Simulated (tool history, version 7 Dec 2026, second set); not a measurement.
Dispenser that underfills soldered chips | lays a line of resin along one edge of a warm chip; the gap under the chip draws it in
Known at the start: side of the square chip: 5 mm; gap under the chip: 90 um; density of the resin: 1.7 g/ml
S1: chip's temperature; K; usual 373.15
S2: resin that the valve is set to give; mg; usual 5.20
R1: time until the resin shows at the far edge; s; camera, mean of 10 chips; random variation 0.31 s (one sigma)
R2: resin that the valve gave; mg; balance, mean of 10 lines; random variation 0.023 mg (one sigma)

{"run": 1, "hour": 0.0, "S1": 373.15, "S2": 5.2, "R1": 7.1, "R2": 5.01}
{"run": 2, "hour": 7.3, "S1": 373.15, "S2": 5.2, "R1": 9.6, "R2": 5.07}
{"hour": 9.0, "done": "new syringe of resin"}
{"run": 3, "hour": 14.1, "S1": 373.15, "S2": 5.2, "R1": 8.3, "R2": 4.99}
{"hour": 16.7, "done": "dispensing valve cleaned and set on the balance"}
{"hour": 19.5, "done": "new syringe of resin"}
{"run": 4, "hour": 22.1, "S1": 373.15, "S2": 5.2, "R1": 8.0, "R2": 5.17}
{"hour": 28.7, "done": "new syringe of resin"}
{"run": 5, "hour": 31.5, "S1": 373.15, "S2": 5.2, "R1": 8.2, "R2": 5.16}
{"hour": 38.1, "done": "new syringe of resin"}
{"run": 6, "hour": 41.5, "S1": 373.15, "S2": 5.2, "R1": 8.7, "R2": 5.14}
{"hour": 47.6, "done": "new syringe of resin"}
{"run": 7, "hour": 50.0, "S1": 373.15, "S2": 5.2, "R1": 7.6, "R2": 5.12}
{"run": 8, "hour": 55.5, "S1": 373.15, "S2": 5.2, "R1": 9.9, "R2": 5.09}
{"hour": 56.5, "done": "new syringe of resin"}
{"run": 9, "hour": 63.2, "S1": 373.15, "S2": 5.2, "R1": 10.1, "R2": 5.06}
{"hour": 66.1, "done": "new syringe of resin"}
{"run": 10, "hour": 68.8, "S1": 373.15, "S2": 5.2, "R1": 8.2, "R2": 5.12}
{"hour": 75.6, "done": "new syringe of resin"}
{"run": 11, "hour": 78.8, "S1": 370.15, "S2": 5.2, "R1": 9.2, "R2": 5.07}
{"run": 12, "hour": 83.1, "S1": 370.15, "S2": 5.2, "R1": 11.0, "R2": 5.05}
{"hour": 84.7, "done": "new syringe of resin"}
{"run": 13, "hour": 89.6, "S1": 370.15, "S2": 5.2, "R1": 9.4, "R2": 5.01}
{"hour": 93.7, "done": "new syringe of resin"}
{"run": 14, "hour": 94.4, "S1": 370.15, "S2": 5.2, "R1": 8.2, "R2": 5.03}
{"run": 15, "hour": 99.9, "S1": 373.15, "S2": 6.17, "R1": 9.3, "R2": 5.95}
{"hour": 102.7, "done": "new syringe of resin"}
{"run": 16, "hour": 106.0, "S1": 387.15, "S2": 5.2, "R1": 5.7, "R2": 5.02}
{"hour": 112.1, "done": "new syringe of resin"}
{"run": 17, "hour": 112.5, "S1": 373.15, "S2": 5.2, "R1": 6.5, "R2": 4.99}
{"hour": 116.6, "done": "dispensing valve cleaned and set on the balance"}
{"hour": 122.3, "done": "new syringe of resin"}
{"run": 18, "hour": 122.4, "S1": 373.15, "S2": 5.2, "R1": 7.0, "R2": 5.21}
{"run": 19, "hour": 129.4, "S1": 383.15, "S2": 4.75, "R1": 6.7, "R2": 4.74}
{"hour": 131.2, "done": "new syringe of resin"}
{"run": 20, "hour": 134.4, "S1": 371.15, "S2": 4.41, "R1": 9.0, "R2": 4.42}
{"hour": 140.7, "done": "new syringe of resin"}
{"run": 21, "hour": 143.3, "S1": 371.15, "S2": 4.41, "R1": 9.1, "R2": 4.37}
{"hour": 150.1, "done": "new syringe of resin"}
{"run": 22, "hour": 150.1, "S1": 379.15, "S2": 4.47, "R1": 5.5, "R2": 4.43}
{"run": 23, "hour": 154.5, "S1": 360.15, "S2": 5.12, "R1": 14.2, "R2": 5.04}

The next listed run, before its measurement:
{"hour": 159.1, "done": "new syringe of resin"}
{"run": 24, "hour": 162.4, "S1": 380.15, "S2": 5.32, "R1": "?", "R2": "?"}

Run 24 gave R1 6.3 s, R2 5.22 mg.
Without the tool's hidden state the same run would have given R1 5.2 s, R2 5.30 mg.
